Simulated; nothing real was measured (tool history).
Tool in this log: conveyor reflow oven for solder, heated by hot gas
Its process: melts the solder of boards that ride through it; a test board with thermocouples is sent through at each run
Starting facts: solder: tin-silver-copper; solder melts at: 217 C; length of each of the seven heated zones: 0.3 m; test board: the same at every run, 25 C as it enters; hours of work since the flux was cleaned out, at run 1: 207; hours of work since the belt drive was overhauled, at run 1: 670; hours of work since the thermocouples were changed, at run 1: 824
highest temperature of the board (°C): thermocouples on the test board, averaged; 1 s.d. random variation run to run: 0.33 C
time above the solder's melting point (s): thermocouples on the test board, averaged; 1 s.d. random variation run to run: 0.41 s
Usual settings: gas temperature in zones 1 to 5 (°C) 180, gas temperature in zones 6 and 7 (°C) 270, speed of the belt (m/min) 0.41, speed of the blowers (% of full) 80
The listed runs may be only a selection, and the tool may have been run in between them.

run   hour  gas temperature in zones 1 to 5 (°C)  gas temperature in zones 6 and 7 (°C)  speed of the belt (m/min)  speed of the blowers (% of full)  hours of work since the flux was cleaned out  hours of work since the belt drive was overhauled  hours of work since the thermocouples were changed  highest temperature of the board (°C)  time above the solder's melting point (s)
  1      0                                   180                                    270                       0.41                                80                                           207                                                670                                                 824                                  256.5                                       72.5
  2   52.6                                   180                                    270                       0.41                                80                                           243                                                706                                                 860                                  256.9                                       72.1
  3   90.2                                   180                                    270                       0.41                                80                                           269                                                732                                                 886                                  256.5                                       72.9
  4  119.6                                   180                                    265                       0.41                                80                                           289                                                752                                                 906                                  252.7                                       68.4
     129.5  -- flux residue cleaned out of gas plates and filters
  5  180.3                                   180                                    265                       0.41                                80                                            35                                                790                                                 944                                  253.7                                       71.2
  6    241                                   180                                    265                       0.41                                80                                            76                                                831                                                 986                                  252.9                                       70.7
  7  294.1                                   180                                    265                       0.41                                80                                           113                                                867                                                1022                                  253.2                                       70.6
  8  338.3                                   180                                    269                       0.41                                80                                           143                                                898                                                1052                                  256.2                                       73.1
     345.4  -- belt drive overhauled, speed set with a stopwatch
  9  378.7                                   180                                    269                       0.41                                80                                           168                                                 23                                                1077                                  256.4                                       73.7
 10  421.4                                   180                                    269                       0.41                                80                                           197                                                 52                                                1106                                  256.4                                       72.9
 11  458.2                                   180                                    269                       0.41                                80                                           222                                                 77                                                1131                                  256.9                                       72.7
 12    491                                   180                                    269                       0.41                                80                                           244                                                100                                                1154                                  256.4                                       72.6
     498.6  -- belt drive overhauled, speed set with a stopwatch, once more
 13  551.1                                   180                                    261                       0.41                                80                                           283                                                 36                                                1192                                  249.2                                       64.9
     571.3  -- flux residue cleaned out of gas plates and filters
 14  598.1                                   168                                    270                       0.39                                75                                            18                                                 65                                                1221                                  257.2                                         70
     622.6  -- thermocouples of zones 6 and 7 changed
 15  653.5                                   180                                    270                      0.458                                80                                            55                                                101                                                  21                                  252.2                                       60.4
 16  686.2                                   175                                    270                      0.443                                80                                            77                                                123                                                  44                                  252.3                                       60.2
 17    722                                   165                                    264                      0.354                                80                                           102                                                148                                                  68                                  251.8                                       73.9
 18  773.4                                   178                                    264                      0.354                                80                                           137                                                183                                                 103                                  253.3                                       81.2
 19  814.6                                   178                                    264                      0.354                                80                                           165                                                211                                                 131                                    253                                       80.3
 20  854.6                                   178                                    281                      0.433                                80                                           192                                                239                                                 159                                  262.2                                       69.7

Expected results for the next run?
 21  898.5                                   184                                    281                      0.433                                60                                           222                                                269                                                 189                                      ?                                          ?

{"run 21": {"highest temperature of the board (°C)": 259.3, "time above the solder's melting point (s)": 69.9}}
Take away the tool's hidden state, keep the run-to-run variation as it was, and the same run would have given highest temperature of the board (°C) 260.8, time above the solder's melting point (s) 70.8.
